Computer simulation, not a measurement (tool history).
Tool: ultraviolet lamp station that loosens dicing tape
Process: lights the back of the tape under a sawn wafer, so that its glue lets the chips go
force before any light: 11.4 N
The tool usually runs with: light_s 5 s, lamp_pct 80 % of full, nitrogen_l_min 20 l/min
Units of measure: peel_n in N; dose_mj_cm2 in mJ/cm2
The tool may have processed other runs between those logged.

run   hour  light_s  lamp_pct  nitrogen_l_min  peel_n  dose_mj_cm2
  1    0.0        5        80              20   1.900          325
  2   21.4        5        80              20   1.879          320
  3   32.5        5        80              20   1.909          323
  4   54.1        5        80              21   1.857          318
  5   77.6        5        80              21   1.846          314
  6  101.3        5        80              21   1.994          312
  7  126.9        5        80              21   1.995          312
  8  149.0        5        80              20   2.031          306
  9  175.8        8        80              20   0.748          485
 10  197.5        8        80              20   0.780          487
 11  218.0        8        80              20   0.791          477
 12  238.4        5        64              20   2.986          239
 13  257.7        3        64              20   5.255          144
 14  277.5        5        87              20   1.797          324
 15  303.1        5        87              20   1.908          318
     323.4  -- window cleaned of glue's vapour
 16  324.6        5        87              20   1.577          349
 17  340.3        2        87              20   5.087          142
 18  356.2        6        78              20   1.462          376

What will run 19 give?
 19  372.6        6        78              20       ?            ?

peel_n: 1.479 N
dose_mj_cm2: 370 mJ/cm2
Take away the tool's hidden state, keep the run-to-run variation as it was, and the same run would have given peel_n 0.834 N, dose_mj_cm2 476 mJ/cm2.
